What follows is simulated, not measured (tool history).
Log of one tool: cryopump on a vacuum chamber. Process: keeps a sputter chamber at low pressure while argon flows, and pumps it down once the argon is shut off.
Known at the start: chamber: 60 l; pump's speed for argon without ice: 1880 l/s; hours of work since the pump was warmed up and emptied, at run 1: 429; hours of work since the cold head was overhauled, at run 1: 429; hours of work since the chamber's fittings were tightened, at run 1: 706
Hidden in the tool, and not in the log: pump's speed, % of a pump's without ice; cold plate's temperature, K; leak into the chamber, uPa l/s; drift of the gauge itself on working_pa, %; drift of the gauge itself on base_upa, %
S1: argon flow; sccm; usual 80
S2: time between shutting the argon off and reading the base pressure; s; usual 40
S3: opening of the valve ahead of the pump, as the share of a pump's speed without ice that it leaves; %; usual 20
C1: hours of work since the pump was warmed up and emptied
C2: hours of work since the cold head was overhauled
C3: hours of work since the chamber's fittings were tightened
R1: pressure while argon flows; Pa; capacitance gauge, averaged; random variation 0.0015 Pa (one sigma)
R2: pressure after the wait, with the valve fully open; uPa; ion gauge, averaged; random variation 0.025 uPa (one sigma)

{"run": 1, "hour": 0.0, "S1": 80, "S2": 40, "S3": 20, "C1": 429, "C2": 429, "C3": 706, "R1": 0.3702, "R2": 1.21}
{"run": 2, "hour": 11.5, "S1": 80, "S2": 40, "S3": 20, "C1": 439, "C2": 439, "C3": 716, "R1": 0.3731, "R2": 1.25}
{"run": 3, "hour": 24.9, "S1": 80, "S2": 40, "S3": 20, "C1": 450, "C2": 450, "C3": 727, "R1": 0.3709, "R2": 1.26}
{"run": 4, "hour": 36.9, "S1": 80, "S2": 40, "S3": 20, "C1": 460, "C2": 460, "C3": 737, "R1": 0.3723, "R2": 1.29}
{"run": 5, "hour": 49.8, "S1": 80, "S2": 40, "S3": 20, "C1": 471, "C2": 471, "C3": 748, "R1": 0.3718, "R2": 1.25}
{"hour": 65.7, "done": "pump warmed up, emptied and cooled again"}
{"run": 6, "hour": 68.6, "S1": 80, "S2": 40, "S3": 20, "C1": 2, "C2": 483, "C3": 760, "R1": 0.361, "R2": 1.23}
{"run": 7, "hour": 88.3, "S1": 80, "S2": 40, "S3": 20, "C1": 19, "C2": 499, "C3": 776, "R1": 0.358, "R2": 1.22}
{"run": 8, "hour": 112.3, "S1": 80, "S2": 40, "S3": 20, "C1": 39, "C2": 520, "C3": 796, "R1": 0.362, "R2": 1.3}
{"run": 9, "hour": 125.9, "S1": 80, "S2": 40, "S3": 20, "C1": 51, "C2": 531, "C3": 808, "R1": 0.3618, "R2": 1.24}
{"run": 10, "hour": 142.0, "S1": 80, "S2": 40, "S3": 20, "C1": 64, "C2": 545, "C3": 821, "R1": 0.3606, "R2": 1.25}
{"run": 11, "hour": 163.6, "S1": 80, "S2": 298, "S3": 20, "C1": 82, "C2": 563, "C3": 840, "R1": 0.3636, "R2": 0.58}
{"run": 12, "hour": 181.1, "S1": 80, "S2": 298, "S3": 20, "C1": 97, "C2": 577, "C3": 854, "R1": 0.3601, "R2": 0.56}
{"run": 13, "hour": 194.2, "S1": 35, "S2": 298, "S3": 20, "C1": 108, "C2": 588, "C3": 865, "R1": 0.1581, "R2": 0.54}
{"run": 14, "hour": 218.1, "S1": 80, "S2": 40, "S3": 20, "C1": 128, "C2": 609, "C3": 885, "R1": 0.3652, "R2": 1.26}
{"run": 15, "hour": 238.6, "S1": 80, "S2": 40, "S3": 20, "C1": 145, "C2": 626, "C3": 903, "R1": 0.364, "R2": 1.31}
{"run": 16, "hour": 261.0, "S1": 80, "S2": 40, "S3": 20, "C1": 164, "C2": 645, "C3": 921, "R1": 0.3656, "R2": 1.33}
{"run": 17, "hour": 278.6, "S1": 80, "S2": 40, "S3": 20, "C1": 179, "C2": 659, "C3": 936, "R1": 0.3646, "R2": 1.31}
{"run": 18, "hour": 303.0, "S1": 80, "S2": 40, "S3": 20, "C1": 199, "C2": 680, "C3": 957, "R1": 0.364, "R2": 1.29}
{"run": 19, "hour": 313.2, "S1": 80, "S2": 89, "S3": 45, "C1": 208, "C2": 688, "C3": 965, "R1": 0.1663, "R2": 0.89}
{"run": 20, "hour": 326.1, "S1": 80, "S2": 232, "S3": 15, "C1": 219, "C2": 699, "C3": 976, "R1": 0.4829, "R2": 0.65}
{"run": 21, "hour": 347.6, "S1": 80, "S2": 232, "S3": 15, "C1": 237, "C2": 717, "C3": 994, "R1": 0.4844, "R2": 0.63}
{"run": 22, "hour": 370.4, "S1": 61, "S2": 29, "S3": 40, "C1": 256, "C2": 737, "C3": 1013, "R1": 0.1424, "R2": 1.64}
{"run": 23, "hour": 389.3, "S1": 80, "S2": 148, "S3": 20, "C1": 272, "C2": 752, "C3": 1029, "R1": 0.3685, "R2": 0.71}
{"run": 24, "hour": 401.7, "S1": 60, "S2": 148, "S3": 19, "C1": 282, "C2": 763, "C3": 1040, "R1": 0.2883, "R2": 0.77}
{"run": 25, "hour": 424.9, "S1": 60, "S2": 148, "S3": 37, "C1": 302, "C2": 782, "C3": 1059, "R1": 0.1506, "R2": 0.78}
{"run": 26, "hour": 436.4, "S1": 35, "S2": 154, "S3": 20, "C1": 311, "C2": 792, "C3": 1069, "R1": 0.1616, "R2": 0.77}
{"run": 27, "hour": 450.0, "S1": 38, "S2": 29, "S3": 20, "C1": 323, "C2": 803, "C3": 1080, "R1": 0.1755, "R2": 1.69}
{"run": 28, "hour": 464.2, "S1": 65, "S2": 201, "S3": 47, "C1": 335, "C2": 815, "C3": 1092, "R1": 0.1324, "R2": 0.79}
{"run": 29, "hour": 487.0, "S1": 65, "S2": 201, "S3": 47, "C1": 354, "C2": 834, "C3": 1111, "R1": 0.1325, "R2": 0.71}
{"run": 30, "hour": 502.0, "S1": 125, "S2": 232, "S3": 43, "C1": 367, "C2": 847, "C3": 1124, "R1": 0.277, "R2": 0.72}
{"run": 31, "hour": 521.6, "S1": 149, "S2": 45, "S3": 43, "C1": 383, "C2": 864, "C3": 1140, "R1": 0.3328, "R2": 1.34}
{"run": 32, "hour": 535.8, "S1": 80, "S2": 35, "S3": 17, "C1": 395, "C2": 876, "C3": 1152, "R1": 0.4329, "R2": 1.57}
{"run": 33, "hour": 548.7, "S1": 80, "S2": 35, "S3": 17, "C1": 406, "C2": 886, "C3": 1163, "R1": 0.4345, "R2": 1.54}
{"run": 34, "hour": 560.5, "S1": 81, "S2": 40, "S3": 22, "C1": 416, "C2": 896, "C3": 1173, "R1": 0.3425, "R2": 1.42}

Hidden state at the last listed run before each entry between runs and at the first one after, where it differs:
Between runs 5 and 6: pump warmed up, emptied and cooled again (hour 65.7)
  pump's speed, % of a pump's without ice: 86.6 -> 99.4; cold plate's temperature, K: 12.44 -> 12.45; leak into the chamber, uPa l/s: 758 -> 764
  measured less the result without the state, R1: +0.0119 -> +0.0011 Pa; R2: +0.32 -> +0.26 uPa

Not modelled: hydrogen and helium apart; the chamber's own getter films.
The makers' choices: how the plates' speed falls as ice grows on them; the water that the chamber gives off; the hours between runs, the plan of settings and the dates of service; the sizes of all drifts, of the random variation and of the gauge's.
